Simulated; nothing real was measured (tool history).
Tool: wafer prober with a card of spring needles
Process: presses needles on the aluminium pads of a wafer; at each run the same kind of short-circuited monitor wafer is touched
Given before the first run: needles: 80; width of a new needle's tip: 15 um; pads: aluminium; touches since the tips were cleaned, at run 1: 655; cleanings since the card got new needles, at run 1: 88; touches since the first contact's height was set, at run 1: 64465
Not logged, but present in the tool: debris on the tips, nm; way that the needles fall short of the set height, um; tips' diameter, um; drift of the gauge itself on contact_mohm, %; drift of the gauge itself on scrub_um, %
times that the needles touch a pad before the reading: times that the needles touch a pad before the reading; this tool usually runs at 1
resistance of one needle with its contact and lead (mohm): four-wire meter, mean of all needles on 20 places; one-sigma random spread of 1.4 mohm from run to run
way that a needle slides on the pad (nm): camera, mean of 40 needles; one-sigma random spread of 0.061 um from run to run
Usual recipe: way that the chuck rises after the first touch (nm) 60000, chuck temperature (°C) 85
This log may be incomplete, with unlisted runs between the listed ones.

run    hour  way that the chuck rises after the first touch (nm)  chuck temperature (°C)  times that the needles touch a pad before the reading  touches since the tips were cleaned  cleanings since the card got new needles  touches since the first contact's height was set  resistance of one needle with its contact and lead (mohm)  way that a needle slides on the pad (nm)
  1       0                                                60000                      85                                                      1                                  655                                        88                                             64465                                                        128                                     12640
        7.6  -- tips cleaned on abrasive film
       15.3  -- tips cleaned on abrasive film
       22.9  -- tips cleaned on abrasive film
       30.6  -- tips cleaned on abrasive film
       40.1  -- tips cleaned on abrasive film
       49.6  -- tips cleaned on abrasive film
       57.3  -- tips cleaned on abrasive film
  2    59.4                                                60000                      85                                                      1                                  763                                        95                                             85378                                                        126                                     12610
       65.2  -- tips cleaned on abrasive film
       72.8  -- tips cleaned on abrasive film
       80.5  -- tips cleaned on abrasive film
       88.1  -- tips cleaned on abrasive film
       95.8  -- tips cleaned on abrasive film
      105.3  -- tips cleaned on abrasive film
  3   108.2                                                60000                      31                                                      1                                 1025                                       101                                            102524                                                        120                                     12710
        114  -- tips cleaned on abrasive film
      121.6  -- tips cleaned on abrasive film
      129.2  -- tips cleaned on abrasive film
      138.8  -- tips cleaned on abrasive film
      148.3  -- tips cleaned on abrasive film
  4   149.9                                                60000                      31                                                      1                                  554                                       106                                            117182                                                        119                                     12620
      157.5  -- tips cleaned on abrasive film
      165.2  -- tips cleaned on abrasive film
      172.8  -- tips cleaned on abrasive film
      180.4  -- tips cleaned on abrasive film
        190  -- tips cleaned on abrasive film
  5     192                                                60000                      31                                                      1                                  728                                       111                                            132015                                                        120                                     12730
      197.8  -- tips cleaned on abrasive film
      205.4  -- tips cleaned on abrasive film
      213.1  -- tips cleaned on abrasive film
      222.6  -- tips cleaned on abrasive film
      232.1  -- tips cleaned on abrasive film
      241.7  -- tips cleaned on abrasive film
      251.2  -- tips cleaned on abrasive film
        260  -- tips cleaned on abrasive film
  6     260                                                60000                      85                                                      1                                    0                                       119                                            155949                                                        129                                     12690
      269.6  -- tips cleaned on abrasive film
      279.1  -- tips cleaned on abrasive film
      288.6  -- tips cleaned on abrasive film
      296.3  -- tips cleaned on abrasive film
      303.9  -- tips cleaned on abrasive film
      311.6  -- tips cleaned on abrasive film
  7   312.5                                                60000                      85                                                      1                                  316                                       125                                            174400                                                        126                                     12660
      320.1  -- tips cleaned on abrasive film
      327.8  -- tips cleaned on abrasive film
      337.3  -- tips cleaned on abrasive film
      344.9  -- tips cleaned on abrasive film
  8   345.1                                                60000                      85                                                      1                                   63                                       129                                            185883                                                        124                                     12600
      352.8  -- tips cleaned on abrasive film
      362.3  -- tips cleaned on abrasive film
      371.8  -- tips cleaned on abrasive film
      379.5  -- tips cleaned on abrasive film
      387.1  -- tips cleaned on abrasive film
      396.7  -- tips cleaned on abrasive film
  9   399.8                                                60000                      85                                                      1                                 1119                                       135                                            205141                                                        126                                     12610
      403.9  -- height of the first contact set anew
      405.9  -- tips cleaned on abrasive film
      413.5  -- tips cleaned on abrasive film
        423  -- tips cleaned on abrasive film
      430.7  -- tips cleaned on abrasive film
 10   434.4                                                60000                      39                                                      1                                 1313                                       139                                             10717                                                        120                                     12670
      440.1  -- tips cleaned on abrasive film
      449.7  -- tips cleaned on abrasive film
      457.3  -- tips cleaned on abrasive film
        465  -- tips cleaned on abrasive film
      474.5  -- tips cleaned on abrasive film
      482.1  -- tips cleaned on abrasive film
      489.8  -- tips cleaned on abrasive film
      499.3  -- tips cleaned on abrasive film
 11     500                                                60000                      39                                                      1                                  255                                       147                                             33809                                                        120                                     12650
      507.7  -- tips cleaned on abrasive film
      515.3  -- tips cleaned on abrasive film
        523  -- tips cleaned on abrasive film
      530.6  -- tips cleaned on abrasive film
 12   534.3                                                60000                      85                                                      2                                 1306                                       151                                             45862                                                        125                                     12770
      540.1  -- tips cleaned on abrasive film
      547.7  -- tips cleaned on abrasive film
      557.2  -- tips cleaned on abrasive film
      566.8  -- tips cleaned on abrasive film
      576.3  -- tips cleaned on abrasive film
      585.8  -- tips cleaned on abrasive film
      595.4  -- tips cleaned on abrasive film
 13   599.2                                                59000                      35                                                      2                                 1377                                       158                                             68733                                                        118                                     12440
      603.1  -- tips cleaned on abrasive film
      610.7  -- tips cleaned on abrasive film
      620.3  -- tips cleaned on abrasive film
      629.8  -- tips cleaned on abrasive film
      637.4  -- tips cleaned on abrasive film
      645.1  -- tips cleaned on abrasive film
      652.7  -- tips cleaned on abrasive film
      660.4  -- tips cleaned on abrasive film
      668.3  -- tips cleaned on abrasive film
 14   668.3                                                47000                      48                                                      2                                    0                                       167                                             93022                                                        125                                      9920
      677.9  -- tips cleaned on abrasive film
      685.5  -- tips cleaned on abrasive film
        695  -- tips cleaned on abrasive film
      704.6  -- tips cleaned on abrasive film
      714.1  -- tips cleaned on abrasive film
      723.6  -- tips cleaned on abrasive film
      731.3  -- tips cleaned on abrasive film
      739.6  -- tips cleaned on abrasive film
 15   739.6                                                80000                      44                                                      2                                    0                                       175                                            118113                                                        117                                     16970
      749.1  -- tips cleaned on abrasive film
      756.8  -- tips cleaned on abrasive film
      764.4  -- tips cleaned on abrasive film
 16   770.9                                                41000                      85                                                      2                                 2284                                       178                                            129128                                                        133                                      8690
      772.8  -- tips cleaned on abrasive film
      780.5  -- tips cleaned on abrasive film
      788.1  -- tips cleaned on abrasive film
      795.8  -- tips cleaned on abrasive film
      805.3  -- tips cleaned on abrasive film
      814.8  -- tips cleaned on abrasive film
      822.5  -- tips cleaned on abrasive film
 17   828.9                                                43000                      66                                                      2                                 2289                                       185                                            149552                                                        127                                      9020
      830.9  -- tips cleaned on abrasive film
      838.6  -- tips cleaned on abrasive film
      848.1  -- tips cleaned on abrasive film
      857.6  -- tips cleaned on abrasive film
      865.3  -- tips cleaned on abrasive film
      872.9  -- tips cleaned on abrasive film
 18   876.5                                                73000                      37                                                      1                                 1270                                       191                                            166271                                                        118                                     15470
      882.2  -- tips cleaned on abrasive film
      891.8  -- tips cleaned on abrasive film
      899.4  -- tips cleaned on abrasive film
      907.1  -- tips cleaned on abrasive film
      916.6  -- tips cleaned on abrasive film
 19   922.4                                                78000                      37                                                      3                                 2078                                       196                                            182454                                                        117                                     16500
      924.4  -- tips cleaned on abrasive film
        932  -- tips cleaned on abrasive film
      939.7  -- tips cleaned on abrasive film
      949.2  -- tips cleaned on abrasive film
      956.9  -- tips cleaned on abrasive film
      964.5  -- tips cleaned on abrasive film
 20   968.9                                                78000                      37                                                      3                                 1560                                       202                                            198784                                                        117                                     16430
      972.8  -- tips cleaned on abrasive film
      980.4  -- tips cleaned on abrasive film
      988.1  -- tips cleaned on abrasive film
      992.1  -- height of the first contact set anew
        996  -- tips cleaned on abrasive film
     1003.7  -- tips cleaned on abrasive film
     1012.5  -- tips cleaned on abrasive film
 21  1012.5                                                78000                      37                                                      3                                    0                                       208                                              7153                                                        117                                     16430
     1020.2  -- tips cleaned on abrasive film
     1027.8  -- tips cleaned on abrasive film
     1037.3  -- tips cleaned on abrasive film
     1046.9  -- tips cleaned on abrasive film
     1056.4  -- tips cleaned on abrasive film
     1064.1  -- tips cleaned on abrasive film
     1073.6  -- tips cleaned on abrasive film
 22    1080                                                50000                      43                                                      2                                 2298                                       215                                             30945                                                        123                                     10660

Below are 3 alternative next runs, each starting from the tool's condition after run 22. Predict each:
       1082  -- tips cleaned on abrasive film
     1089.7  -- tips cleaned on abrasive film
     1097.3  -- tips cleaned on abrasive film
       1105  -- tips cleaned on abrasive film
     1114.5  -- tips cleaned on abrasive film
  A  1119.2                                                71000                      27                                                      1                                 1669                                       220                                             44702                                                          ?                                         ?
       1082  -- tips cleaned on abrasive film
     1089.7  -- tips cleaned on abrasive film
     1097.3  -- tips cleaned on abrasive film
       1105  -- tips cleaned on abrasive film
     1114.5  -- tips cleaned on abrasive film
  B  1119.2                                                60000                      85                                                      3                                 1669                                       220                                             44702                                                          ?                                         ?
       1082  -- tips cleaned on abrasive film
     1089.7  -- tips cleaned on abrasive film
     1097.3  -- tips cleaned on abrasive film
       1105  -- tips cleaned on abrasive film
     1114.5  -- tips cleaned on abrasive film
  C  1119.2                                                60000                      85                                                      2                                 1669                                       220                                             44702                                                          ?                                         ?

run  resistance of one needle with its contact and lead (mohm)  way that a needle slides on the pad (nm)
  A                                                        118                                     15030
  B                                                        126                                     12710
  C                                                        129                                     12670
What these runs would have given with no unlogged condition in the tool:
run  resistance of one needle with its contact and lead (mohm)  way that a needle slides on the pad (nm)
  A                                                        118                                     15030
  B                                                        126                                     12710
  C                                                        129                                     12670

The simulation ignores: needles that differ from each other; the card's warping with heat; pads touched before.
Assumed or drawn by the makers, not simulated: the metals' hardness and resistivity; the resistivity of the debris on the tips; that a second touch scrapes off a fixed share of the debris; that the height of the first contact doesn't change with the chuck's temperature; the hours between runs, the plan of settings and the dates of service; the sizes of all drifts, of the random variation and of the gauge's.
